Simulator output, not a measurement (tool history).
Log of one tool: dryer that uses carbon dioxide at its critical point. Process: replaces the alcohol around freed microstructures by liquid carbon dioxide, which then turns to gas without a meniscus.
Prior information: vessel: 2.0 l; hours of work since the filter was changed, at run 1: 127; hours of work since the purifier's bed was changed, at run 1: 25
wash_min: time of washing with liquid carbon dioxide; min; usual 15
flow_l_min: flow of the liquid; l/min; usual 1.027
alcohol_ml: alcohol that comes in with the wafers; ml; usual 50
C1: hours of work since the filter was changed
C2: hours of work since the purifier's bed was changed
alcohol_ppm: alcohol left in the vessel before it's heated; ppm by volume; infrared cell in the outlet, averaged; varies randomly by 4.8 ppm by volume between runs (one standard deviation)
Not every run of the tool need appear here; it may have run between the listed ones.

Run 1, hour 0: usual settings; C1 127; C2 25. Result: alcohol_ppm 54 ppm by volume.
Run 2, hour 7.5: usual settings; C1 130; C2 28. Result: alcohol_ppm 52 ppm by volume.
Run 3, hour 16.7: usual settings; C1 134; C2 32. Result: alcohol_ppm 62 ppm by volume.
Run 4, hour 28.9: usual settings but wash_min 18 min; C1 139; C2 37. Result: alcohol_ppm 29 ppm by volume.
Run 5, hour 38.6: usual settings but wash_min 18 min; C1 143; C2 41. Result: alcohol_ppm 25 ppm by volume.
Run 6, hour 47.5: usual settings; C1 147; C2 45. Result: alcohol_ppm 58 ppm by volume.
Run 7, hour 55.2: usual settings; C1 150; C2 48. Result: alcohol_ppm 61 ppm by volume.
Run 8, hour 66.5: usual settings but flow_l_min 1.21 l/min; C1 155; C2 53. Result: alcohol_ppm 24 ppm by volume.
Run 9, hour 79.9: usual settings but flow_l_min 1.21 l/min; C1 161; C2 59. Result: alcohol_ppm 26 ppm by volume.
Run 10, hour 87.6: usual settings but wash_min 16 min; C1 164; C2 62. Result: alcohol_ppm 46 ppm by volume.
Run 11, hour 103.9: usual settings but wash_min 16 min; C1 171; C2 69. Result: alcohol_ppm 47 ppm by volume.
Run 12, hour 117.2: usual settings but wash_min 16 min; C1 177; C2 75. Result: alcohol_ppm 48 ppm by volume.
Run 13, hour 129.7: usual settings but alcohol_ml 64 ml; C1 182; C2 80. Result: alcohol_ppm 97 ppm by volume.
Run 14, hour 138.4: usual settings but alcohol_ml 64 ml; C1 186; C2 84. Result: alcohol_ppm 90 ppm by volume.
Run 15, hour 151.3: usual settings but alcohol_ml 64 ml; C1 191; C2 89. Result: alcohol_ppm 94 ppm by volume.
Run 16, hour 161.9: usual settings but alcohol_ml 64 ml; C1 196; C2 94. Result: alcohol_ppm 96 ppm by volume.
Run 17, hour 177.7: usual settings but alcohol_ml 64 ml; C1 203; C2 101. Result: alcohol_ppm 86 ppm by volume.
Run 18, hour 191.2: usual settings but flow_l_min 0.86 l/min; C1 208; C2 106. Result: alcohol_ppm 192 ppm by volume.
Run 19, hour 204.3: usual settings; C1 214; C2 112. Result: alcohol_ppm 79 ppm by volume.
Run 20, hour 214.4: usual settings but flow_l_min 1.21 l/min, alcohol_ml 30 ml; C1 218; C2 116. Result: alcohol_ppm 25 ppm by volume.
Run 21, hour 224: usual settings but wash_min 11 min, alcohol_ml 88 ml; C1 222; C2 120. Result: alcohol_ppm 596 ppm by volume.
Run 22, hour 233.7: usual settings but wash_min 11 min, alcohol_ml 88 ml; C1 226; C2 124. Result: alcohol_ppm 593 ppm by volume.
Run 23, hour 245.9: usual settings; C1 231; C2 129. Result: alcohol_ppm 79 ppm by volume.
Run 24, hour 254.8: usual settings but wash_min 14 min, flow_l_min 0.96 l/min, alcohol_ml 106 ml; C1 235; C2 133. Result: alcohol_ppm 325 ppm by volume.
Run 25, hour 262.9: usual settings but wash_min 12 min, flow_l_min 0.84 l/min, alcohol_ml 106 ml; C1 239; C2 137. Result: alcohol_ppm 1126 ppm by volume.
Run 26, hour 271.5: usual settings but wash_min 18 min, flow_l_min 0.84 l/min, alcohol_ml 89 ml; C1 242; C2 140. Result: alcohol_ppm 152 ppm by volume.
Run 27, hour 287.8: usual settings but wash_min 18 min, flow_l_min 1.31 l/min, alcohol_ml 109 ml; C1 249; C2 147. Result: alcohol_ppm 13 ppm by volume.
Run 28, hour 299.6: usual settings but wash_min 18 min, flow_l_min 1.31 l/min, alcohol_ml 109 ml; C1 254; C2 152. Result: alcohol_ppm 10 ppm by volume.
Run 29, hour 314.6: usual settings but wash_min 18 min, flow_l_min 1.31 l/min, alcohol_ml 109 ml; C1 261; C2 159. Result: alcohol_ppm 20 ppm by volume.
Run 30, hour 323.1: usual settings but wash_min 9 min, flow_l_min 1.5 l/min, alcohol_ml 71 ml; C1 264; C2 162. Result: alcohol_ppm 257 ppm by volume.
Run 31, hour 336.7: usual settings but wash_min 17 min, flow_l_min 1.5 l/min, alcohol_ml 94 ml; C1 270; C2 168. Result: alcohol_ppm 12 ppm by volume.
Run 32, hour 351.6: usual settings but wash_min 12 min, alcohol_ml 31 ml; C1 276; C2 174. Result: alcohol_ppm 168 ppm by volume.
Run 33, hour 360.4: usual settings but wash_min 13 min, flow_l_min 1.66 l/min, alcohol_ml 38 ml; C1 280; C2 178. Result: alcohol_ppm 20 ppm by volume.
Run 34, hour 369.5: usual settings; C1 284; C2 182. Result: alcohol_ppm 98 ppm by volume.
Run 35, hour 380.7: usual settings but wash_min 17 min, flow_l_min 0.66 l/min, alcohol_ml 25 ml; C1 289; C2 187. Result: alcohol_ppm 192 ppm by volume.
Run 36, hour 391.6: usual settings but wash_min 12 min, flow_l_min 0.89 l/min, alcohol_ml 71 ml; C1 293; C2 191. Result: alcohol_ppm 709 ppm by volume.
At hour 394.7: inlet filter changed.
Run 37, hour 399.4: usual settings but wash_min 12 min, flow_l_min 0.89 l/min, alcohol_ml 71 ml; C1 2; C2 194. Result: alcohol_ppm 365 ppm by volume.

What if the next run were any one of these 3? Each begins from the tool's condition after run 37:
Run A, hour 410.1: usual settings but wash_min 10 min, flow_l_min 0.62 l/min, alcohol_ml 91 ml; C1 7; C2 199. Result: alcohol_ppm ?.
Run B, hour 410.1: usual settings but flow_l_min 1.16 l/min; C1 7; C2 199. Result: alcohol_ppm ?.
Run C, hour 410.1: usual settings but wash_min 12 min, flow_l_min 0.75 l/min, alcohol_ml 78 ml; C1 7; C2 199. Result: alcohol_ppm ?.

run  alcohol_ppm
  A         3016
  B           20
  C          819
Without the tool's hidden state the same runs would have given:
run  alcohol_ppm
  A         2985
  B           13
  C          802

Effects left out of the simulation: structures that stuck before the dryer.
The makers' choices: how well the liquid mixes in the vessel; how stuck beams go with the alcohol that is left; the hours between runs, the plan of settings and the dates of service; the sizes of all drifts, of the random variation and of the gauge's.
